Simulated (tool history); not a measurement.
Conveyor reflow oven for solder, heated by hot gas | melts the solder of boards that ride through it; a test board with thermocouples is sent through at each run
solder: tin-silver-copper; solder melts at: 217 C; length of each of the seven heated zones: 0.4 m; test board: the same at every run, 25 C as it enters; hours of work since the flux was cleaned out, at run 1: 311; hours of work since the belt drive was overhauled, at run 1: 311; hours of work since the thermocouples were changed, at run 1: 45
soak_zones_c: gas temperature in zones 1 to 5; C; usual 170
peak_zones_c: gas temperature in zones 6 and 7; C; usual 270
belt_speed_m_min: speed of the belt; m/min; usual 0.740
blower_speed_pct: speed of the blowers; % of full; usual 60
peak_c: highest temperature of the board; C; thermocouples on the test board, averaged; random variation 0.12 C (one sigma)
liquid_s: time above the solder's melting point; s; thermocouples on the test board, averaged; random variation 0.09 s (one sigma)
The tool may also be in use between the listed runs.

run,hour,soak_zones_c,peak_zones_c,belt_speed_m_min,blower_speed_pct,hours of work since the flux was cleaned out,hours of work since the belt drive was overhauled,hours of work since the thermocouples were changed,peak_c,liquid_s
1,0.0,170,270,0.740,60,311,311,45,246.7,42.06
2,20.1,170,270,0.740,60,323,323,57,246.4,41.92
3,47.1,170,270,0.740,60,339,339,73,246.3,41.94
4,70.3,170,270,0.740,60,353,353,86,246.3,42.10
5,94.8,170,270,0.740,60,368,368,101,246.2,42.07
6,122.1,170,270,0.740,60,384,384,117,246.3,41.66
# hour 141.2: flux residue cleaned out of gas plates and filters
7,147.4,170,270,0.740,60,4,396,129,247.6,43.19
8,164.0,170,270,0.784,60,14,406,139,245.3,38.44
9,183.7,170,270,0.740,60,25,417,151,247.6,43.07
10,208.2,170,270,0.740,60,40,432,165,247.4,43.22
11,234.3,170,270,0.740,60,55,447,181,247.3,43.09
12,254.0,175,270,0.740,60,67,459,192,248.4,45.40
13,277.5,170,270,0.876,60,81,473,206,240.0,29.82
14,295.1,183,283,0.617,60,91,483,217,267.3,71.15
15,318.6,162,270,0.740,74,105,497,231,250.8,44.35
# hour 324.6: belt drive overhauled, speed set with a stopwatch
16,336.3,161,281,0.602,82,113,7,239,269.1,67.84
17,350.3,177,275,0.837,82,122,15,247,256.1,45.63
18,370.6,177,275,0.837,82,134,27,259,255.7,45.46
19,392.6,157,259,0.694,83,147,40,272,244.6,43.36
20,404.3,170,273,0.740,62,153,47,279,250.3,45.67
21,427.3,182,273,0.655,55,167,61,293,254.5,59.30
# hour 436.8: belt drive overhauled, speed set with a stopwatch, once more
22,448.2,182,273,0.655,55,177,7,303,254.0,58.14
23,471.9,182,273,0.655,73,191,21,317,259.3,62.58
24,489.4,158,270,0.740,60,202,31,327,243.7,36.36
25,505.1,173,271,0.681,66,211,40,336,253.1,52.59

3 ways to go on from here, each from the tool as it stands after run 25. What would each give?
A,525.0,162,271,0.681,63,223,52,348,?,?
B,525.0,173,271,0.681,57,223,52,348,?,?
C,525.0,173,279,0.863,85,223,52,348,?,?

run,peak_c,liquid_s
A,249.8,46.94
B,249.8,49.61
C,257.1,43.02
Without the tool's hidden state the same runs would have given:
run,peak_c,liquid_s
A,250.9,47.83
B,250.8,50.41
C,258.5,43.72
